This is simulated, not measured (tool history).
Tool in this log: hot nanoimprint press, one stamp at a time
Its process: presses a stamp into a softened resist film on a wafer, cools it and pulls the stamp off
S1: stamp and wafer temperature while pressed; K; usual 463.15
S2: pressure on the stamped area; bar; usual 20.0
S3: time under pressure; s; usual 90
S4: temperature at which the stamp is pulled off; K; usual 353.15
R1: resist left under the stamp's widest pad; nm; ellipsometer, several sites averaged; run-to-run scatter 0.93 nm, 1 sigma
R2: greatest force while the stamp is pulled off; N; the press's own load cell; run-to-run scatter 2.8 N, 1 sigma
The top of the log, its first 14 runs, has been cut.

run,hour,S1,S2,S3,S4,R1,R2
15,109.1,463.15,20.0,90,353.15,130.9,125
16,114.8,468.15,25.8,59,347.15,108.3,137
17,123.0,463.15,28.5,75,359.15,113.4,120
18,130.6,453.15,16.4,75,359.15,216.8,120
19,135.1,469.15,12.6,104,351.15,129.9,134
20,141.5,459.15,23.5,90,339.15,139.9,143
21,146.4,459.15,23.5,90,339.15,144.5,141
22,150.8,470.15,13.1,90,347.15,126.9,137

What does the tool deliver on the next run?
23,159.5,470.15,29.9,79,358.15,?,?

Run 23 gave R1 82.5 nm, R2 125 N.
On a tool with no hidden condition, and with the same random variation, this run would have come out at R1 82.4 nm, R2 124 N.

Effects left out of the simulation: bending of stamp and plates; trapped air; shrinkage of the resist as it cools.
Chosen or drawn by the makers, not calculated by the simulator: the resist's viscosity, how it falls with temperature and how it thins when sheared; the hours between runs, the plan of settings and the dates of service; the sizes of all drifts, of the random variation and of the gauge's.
